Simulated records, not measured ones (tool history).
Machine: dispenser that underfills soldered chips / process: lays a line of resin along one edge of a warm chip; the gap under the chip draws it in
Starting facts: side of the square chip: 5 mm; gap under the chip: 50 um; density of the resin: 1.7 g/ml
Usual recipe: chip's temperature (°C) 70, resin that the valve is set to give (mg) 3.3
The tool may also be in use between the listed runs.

run,hour,chip's temperature (°C),resin that the valve is set to give (mg),time until the resin shows at the far edge (s),resin that the valve gave (mg)
1,0,70,3.3,23,3.2
2,8,70,3.3,37,3.22
# hour 12.6: new syringe of resin
3,15.2,79,3.3,18.4,3.18
4,24.3,79,3.3,31.7,3.16
# hour 25.5: new syringe of resin
5,33.9,58,3.3,63.6,3.15
# hour 38.8: new syringe of resin
6,41.1,58,3.3,43.8,3.16
7,50.8,58,3.3,75.7,3.11
# hour 51.6: new syringe of resin
8,59.1,58,3.3,58.2,3.12
# hour 63.4: dispensing valve cleaned and set on the balance
# hour 65.5: new syringe of resin
9,65.5,58,3.3,37.1,3.31
10,74,58,3.3,61.9,3.32
# hour 78.4: new syringe of resin
11,83.8,58,3.65,52.3,3.59
12,89.8,70,3.3,44.6,3.22
# hour 91.6: new syringe of resin
13,94.9,59,3.3,45.3,3.26
# hour 104.5: new syringe of resin
14,104.5,83,3.3,13.6,3.2
15,112.8,70,3.55,36.6,3.43
# hour 117.5: new syringe of resin
16,123.2,70,3.55,31.8,3.42
17,128.1,70,3.55,42.1,3.4
# hour 130.3: new syringe of resin
18,133.9,70,3.55,27.5,3.37
19,140.9,70,3.55,41.3,3.38
# hour 143.7: new syringe of resin
20,146.2,71,3.72,25.6,3.49
# hour 156.6: new syringe of resin
21,156.6,68,3.78,25.5,3.58
# hour 162.5: dispensing valve cleaned and set on the balance
22,162.5,79,3.55,21.5,3.54
23,168.7,83,3.42,26,3.42
# hour 170.6: new syringe of resin
24,174.2,83,3.42,17.4,3.39
# hour 184.1: new syringe of resin
25,184.7,57,4.26,41.7,4.19
26,194.1,57,4.26,72.4,4.18
# hour 197.6: new syringe of resin
27,201,73,3.06,26.1,2.95
28,208.4,73,3.06,38.7,2.98
# hour 210.8: new syringe of resin
29,215.9,77,2.88,23.6,2.76
# hour 224: new syringe of resin
30,224,60,4.15,35.3,3.98
31,230.5,65,2.82,43.3,2.68
# hour 232.5: stage's temperature calibrated
# hour 238: new syringe of resin
32,242.1,65,2.82,35.3,2.68
# hour 251: new syringe of resin
33,252.1,78,3.2,17.3,3
34,260,83,4.16,21.3,3.91

Same runs, no hidden state in the tool, same run-to-run variation:
Unlogged tool condition in this case: resin's viscosity, % of fresh resin's; dose that the valve gives, % of what is set; true chip temperature over the reading, C; drift of the gauge itself on fill_s, %; drift of the gauge itself on given_mg, %.
run,time until the resin shows at the far edge (s),resin that the valve gave (mg)
1,21.8,3.28
2,22.4,3.31
3,15.1,3.28
4,15.7,3.28
5,36.6,3.29
6,36.8,3.31
7,36.3,3.28
8,36.5,3.31
9,36,3.31
10,37,3.34
11,36.7,3.64
12,22.3,3.28
13,35.9,3.32
14,12.9,3.29
15,21.3,3.54
16,21.6,3.56
17,21.6,3.55
18,21.2,3.53
19,21.3,3.55
20,20.9,3.68
21,24.1,3.79
22,15.5,3.54
23,13.1,3.44
24,13.3,3.42
25,37.8,4.25
26,38.1,4.27
27,19.9,3.02
28,19.2,3.07
29,16.6,2.86
30,33.3,4.14
31,27.7,2.8
32,27.5,2.82
33,16.1,3.18
34,12.7,4.16

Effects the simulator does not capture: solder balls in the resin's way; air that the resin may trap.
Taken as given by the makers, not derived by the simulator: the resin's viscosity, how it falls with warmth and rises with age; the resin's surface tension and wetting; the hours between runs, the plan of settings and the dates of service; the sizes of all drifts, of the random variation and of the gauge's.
